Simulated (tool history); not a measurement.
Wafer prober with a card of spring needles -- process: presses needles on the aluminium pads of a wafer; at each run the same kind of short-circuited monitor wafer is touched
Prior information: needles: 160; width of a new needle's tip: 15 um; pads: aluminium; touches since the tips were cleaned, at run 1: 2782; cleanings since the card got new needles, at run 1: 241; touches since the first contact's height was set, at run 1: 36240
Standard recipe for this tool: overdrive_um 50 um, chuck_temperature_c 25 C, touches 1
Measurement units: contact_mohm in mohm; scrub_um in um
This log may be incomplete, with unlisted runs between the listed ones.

| run | day | overdrive_um | chuck_temperature_c | touches | touches since the tips were cleaned | cleanings since the card got new needles | touches since the first contact's height was set | contact_mohm | scrub_um |
|---|---|---|---|---|---|---|---|---|---|
| 1 | 0.000 | 50 | 25 | 1 | 2782 | 241 | 36240 | 443 | 8.64 |
|  | 0.212 | tips cleaned on abrasive film |
|  | 0.742 | tips cleaned on abrasive film |
|  | 1.271 | tips cleaned on abrasive film |
| 2 | 1.658 | 50 | 25 | 1 | 4144 | 244 | 53766 | 492 | 8.70 |
|  | 1.767 | tips cleaned on abrasive film |
|  | 2.296 | tips cleaned on abrasive film |
|  | 2.825 | tips cleaned on abrasive film |
|  | 3.246 | tips cleaned on abrasive film |
|  | 3.775 | tips cleaned on abrasive film |
| 3 | 4.138 | 50 | 25 | 1 | 3869 | 249 | 79941 | 481 | 8.53 |
|  | 4.246 | tips cleaned on abrasive film |
|  | 4.775 | tips cleaned on abrasive film |
|  | 5.304 | tips cleaned on abrasive film |
|  | 5.829 | tips cleaned on abrasive film |
|  | 6.358 | tips cleaned on abrasive film |
|  | 6.888 | tips cleaned on abrasive film |
| 4 | 7.258 | 50 | 25 | 1 | 3964 | 255 | 112903 | 484 | 8.46 |
|  | 7.367 | tips cleaned on abrasive film |
|  | 7.896 | tips cleaned on abrasive film |
|  | 8.425 | tips cleaned on abrasive film |
|  | 8.950 | tips cleaned on abrasive film |
|  | 9.417 | tips cleaned on abrasive film |
| 5 | 9.417 | 50 | 25 | 1 | 0 | 260 | 135668 | 193 | 8.54 |
|  | 9.946 | tips cleaned on abrasive film |
|  | 10.475 | tips cleaned on abrasive film |
|  | 11.000 | tips cleaned on abrasive film |
|  | 11.425 | tips cleaned on abrasive film |
|  | 11.954 | tips cleaned on abrasive film |
|  | 12.479 | tips cleaned on abrasive film |
| 6 | 12.488 | 67 | 25 | 1 | 83 | 266 | 168093 | 186 | 11.38 |
|  | 12.912 | tips cleaned on abrasive film |
|  | 13.438 | tips cleaned on abrasive film |
|  | 13.767 | height of the first contact set anew |
|  | 13.979 | tips cleaned on abrasive film |
| 7 | 14.383 | 68 | 25 | 1 | 4317 | 269 | 6547 | 342 | 11.82 |
|  | 14.492 | tips cleaned on abrasive film |
|  | 14.917 | tips cleaned on abrasive film |
|  | 15.446 | tips cleaned on abrasive film |
|  | 15.971 | tips cleaned on abrasive film |
| 8 | 16.062 | 50 | 25 | 2 | 957 | 273 | 24233 | 264 | 8.65 |
|  | 16.488 | tips cleaned on abrasive film |
|  | 17.012 | tips cleaned on abrasive film |
|  | 17.542 | tips cleaned on abrasive film |
|  | 18.071 | tips cleaned on abrasive film |
|  | 18.596 | tips cleaned on abrasive film |
|  | 19.125 | tips cleaned on abrasive film |
|  | 19.567 | tips cleaned on abrasive film |
| 9 | 19.567 | 41 | 25 | 1 | 0 | 280 | 61229 | 200 | 7.00 |
|  | 20.096 | tips cleaned on abrasive film |
|  | 20.621 | tips cleaned on abrasive film |
|  | 21.150 | tips cleaned on abrasive film |
|  | 21.679 | tips cleaned on abrasive film |
| 10 | 21.775 | 46 | 25 | 1 | 1042 | 284 | 84575 | 362 | 7.94 |
|  | 22.200 | tips cleaned on abrasive film |
|  | 22.725 | tips cleaned on abrasive film |
|  | 23.254 | tips cleaned on abrasive film |
| 11 | 23.617 | 50 | 25 | 1 | 3872 | 287 | 104061 | 491 | 8.56 |
|  | 23.725 | tips cleaned on abrasive film |
|  | 24.150 | tips cleaned on abrasive film |
|  | 24.679 | tips cleaned on abrasive film |
| 12 | 25.096 | 50 | 25 | 1 | 4450 | 290 | 119662 | 524 | 8.58 |
|  | 25.204 | tips cleaned on abrasive film |
|  | 25.733 | tips cleaned on abrasive film |
|  | 26.262 | tips cleaned on abrasive film |
|  | 26.788 | tips cleaned on abrasive film |
|  | 27.317 | tips cleaned on abrasive film |
|  | 27.742 | tips cleaned on abrasive film |
|  | 28.267 | tips cleaned on abrasive film |
| 13 | 28.333 | 67 | 53 | 1 | 715 | 297 | 153836 | 246 | 11.36 |
|  | 28.758 | tips cleaned on abrasive film |
|  | 29.288 | tips cleaned on abrasive film |
|  | 29.812 | tips cleaned on abrasive film |
|  | 30.238 | tips cleaned on abrasive film |
|  | 30.767 | tips cleaned on abrasive film |
| 14 | 30.892 | 67 | 53 | 1 | 1370 | 302 | 180856 | 285 | 11.38 |
|  | 31.012 | height of the first contact set anew |
|  | 31.225 | tips cleaned on abrasive film |
|  | 31.754 | tips cleaned on abrasive film |
|  | 32.175 | tips cleaned on abrasive film |
|  | 32.704 | tips cleaned on abrasive film |
|  | 33.233 | tips cleaned on abrasive film |
| 15 | 33.621 | 52 | 25 | 1 | 4137 | 307 | 27557 | 499 | 9.01 |
|  | 33.729 | tips cleaned on abrasive film |
|  | 34.258 | tips cleaned on abrasive film |
|  | 34.679 | tips cleaned on abrasive film |
|  | 35.208 | tips cleaned on abrasive film |
|  | 35.738 | tips cleaned on abrasive film |
|  | 36.262 | tips cleaned on abrasive film |
| 16 | 36.450 | 67 | 100 | 2 | 1971 | 313 | 57410 | 264 | 11.54 |
|  | 36.767 | tips cleaned on abrasive film |
|  | 37.296 | tips cleaned on abrasive film |
|  | 37.825 | tips cleaned on abrasive film |
|  | 38.350 | tips cleaned on abrasive film |
|  | 38.879 | tips cleaned on abrasive film |
| 17 | 39.212 | 67 | 100 | 2 | 3551 | 318 | 86612 | 288 | 11.52 |
|  | 39.321 | tips cleaned on abrasive film |
|  | 39.850 | tips cleaned on abrasive film |
|  | 40.271 | tips cleaned on abrasive film |
|  | 40.800 | tips cleaned on abrasive film |
|  | 41.329 | tips cleaned on abrasive film |
| 18 | 41.683 | 67 | 100 | 2 | 3779 | 323 | 112695 | 293 | 11.59 |
|  | 41.792 | tips cleaned on abrasive film |
|  | 42.321 | tips cleaned on abrasive film |
|  | 42.850 | tips cleaned on abrasive film |
|  | 43.375 | tips cleaned on abrasive film |
|  | 43.904 | tips cleaned on abrasive film |
|  | 44.433 | tips cleaned on abrasive film |
| 19 | 44.500 | 67 | 100 | 2 | 738 | 329 | 142430 | 231 | 11.46 |
|  | 44.925 | tips cleaned on abrasive film |
|  | 45.454 | tips cleaned on abrasive film |
|  | 45.979 | tips cleaned on abrasive film |
| 20 | 46.154 | 31 | 83 | 1 | 1853 | 332 | 159896 | 820 | 5.14 |
|  | 46.471 | tips cleaned on abrasive film |
|  | 47.000 | tips cleaned on abrasive film |
|  | 47.529 | tips cleaned on abrasive film |
|  | 48.058 | tips cleaned on abrasive film |
|  | 48.175 | height of the first contact set anew |
|  | 48.492 | tips cleaned on abrasive film |
|  | 49.021 | tips cleaned on abrasive film |
| 21 | 49.179 | 36 | 25 | 1 | 1693 | 338 | 10615 | 635 | 6.32 |
|  | 49.496 | tips cleaned on abrasive film |
|  | 49.921 | tips cleaned on abrasive film |
|  | 50.450 | tips cleaned on abrasive film |
|  | 50.975 | tips cleaned on abrasive film |
|  | 51.504 | tips cleaned on abrasive film |
| 22 | 51.617 | 39 | 25 | 1 | 1182 | 343 | 36334 | 498 | 6.75 |
|  | 51.933 | tips cleaned on abrasive film |
|  | 52.358 | tips cleaned on abrasive film |
|  | 52.883 | tips cleaned on abrasive film |
|  | 53.412 | tips cleaned on abrasive film |
|  | 53.942 | tips cleaned on abrasive film |
|  | 54.467 | tips cleaned on abrasive film |
| 23 | 54.529 | 50 | 26 | 2 | 631 | 349 | 67072 | 260 | 8.61 |

3 ways to go on from here, each from the tool as it stands after run 23. What would each give?
|  | 54.950 | tips cleaned on abrasive film |
|  | 55.375 | tips cleaned on abrasive film |
|  | 55.900 | tips cleaned on abrasive film |
| A | 56.142 | 58 | 67 | 2 | 2555 | 352 | 84124 | ? | ? |
|  | 54.950 | tips cleaned on abrasive film |
|  | 55.375 | tips cleaned on abrasive film |
|  | 55.900 | tips cleaned on abrasive film |
| B | 56.142 | 50 | 26 | 2 | 2555 | 352 | 84124 | ? | ? |
|  | 54.950 | tips cleaned on abrasive film |
|  | 55.375 | tips cleaned on abrasive film |
|  | 55.900 | tips cleaned on abrasive film |
| C | 56.142 | 41 | 47 | 1 | 2555 | 352 | 84124 | ? | ? |

| run | contact_mohm | scrub_um |
|---|---|---|
| A | 309 | 10.05 |
| B | 357 | 8.58 |
| C | 615 | 7.05 |
The same runs, with their run-to-run variation unchanged, on a tool lacking any hidden condition would have given:
| run | contact_mohm | scrub_um |
|---|---|---|
| A | 177 | 10.20 |
| B | 172 | 8.73 |
| C | 180 | 7.19 |
